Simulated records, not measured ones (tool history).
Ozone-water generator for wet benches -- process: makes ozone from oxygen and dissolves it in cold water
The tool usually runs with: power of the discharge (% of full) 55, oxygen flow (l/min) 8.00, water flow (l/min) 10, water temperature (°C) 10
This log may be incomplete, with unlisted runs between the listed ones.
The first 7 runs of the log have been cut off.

run    hour  power of the discharge (% of full)  oxygen flow (l/min)  water flow (l/min)  water temperature (°C)  dissolved ozone (ppm)  ozone in the gas ahead of the water (g/m3)
  8   538.4                                  55                 8.00                  10                      10                   31.1                                       160.5
  9   599.6                                  55                 8.00                  10                      10                   31.1                                       159.7
 10   697.3                                  55                 8.00                  10                      10                   30.6                                       161.5
 11   781.9                                  55                 8.00                  10                      10                   30.6                                       158.5
 12   886.5                                  55                 8.00                  10                      10                   30.8                                       159.4
 13   965.0                                  55                 8.00                  10                      10                   30.3                                       160.5
 14  1050.0                                  55                 8.00                  10                      10                   30.7                                       157.7
 15  1143.5                                  55                 8.00                  10                      10                   30.8                                       157.7
 16  1202.0                                  61                 8.00                  10                      10                   32.3                                       168.6
 17  1308.1                                  61                 8.00                  10                      10                   32.2                                       167.5
 18  1392.5                                  61                 8.00                  10                      10                   32.2                                       169.0
 19  1503.2                                  61                13.83                  11                       5                   33.1                                       140.6
 20  1616.3                                  61                13.83                  11                       5                   33.2                                       139.5
 21  1734.0                                  61                13.83                  11                       5                   33.1                                       141.8
 22  1854.5                                  76                 8.00                  10                      13                   33.2                                       189.1
 23  1943.7                                  86                14.07                  10                      18                   30.4                                       168.3

Run 24 has not been measured yet. What should we expect?
 24  2003.0                                  86                14.07                  10                      18                      ?                                           ?

dissolved ozone (ppm): 30.8
ozone in the gas ahead of the water (g/m3): 166.4
If the tool had no hidden condition, the same run with the same run-to-run variation would have returned dissolved ozone (ppm) 34.7, ozone in the gas ahead of the water (g/m3) 174.4.

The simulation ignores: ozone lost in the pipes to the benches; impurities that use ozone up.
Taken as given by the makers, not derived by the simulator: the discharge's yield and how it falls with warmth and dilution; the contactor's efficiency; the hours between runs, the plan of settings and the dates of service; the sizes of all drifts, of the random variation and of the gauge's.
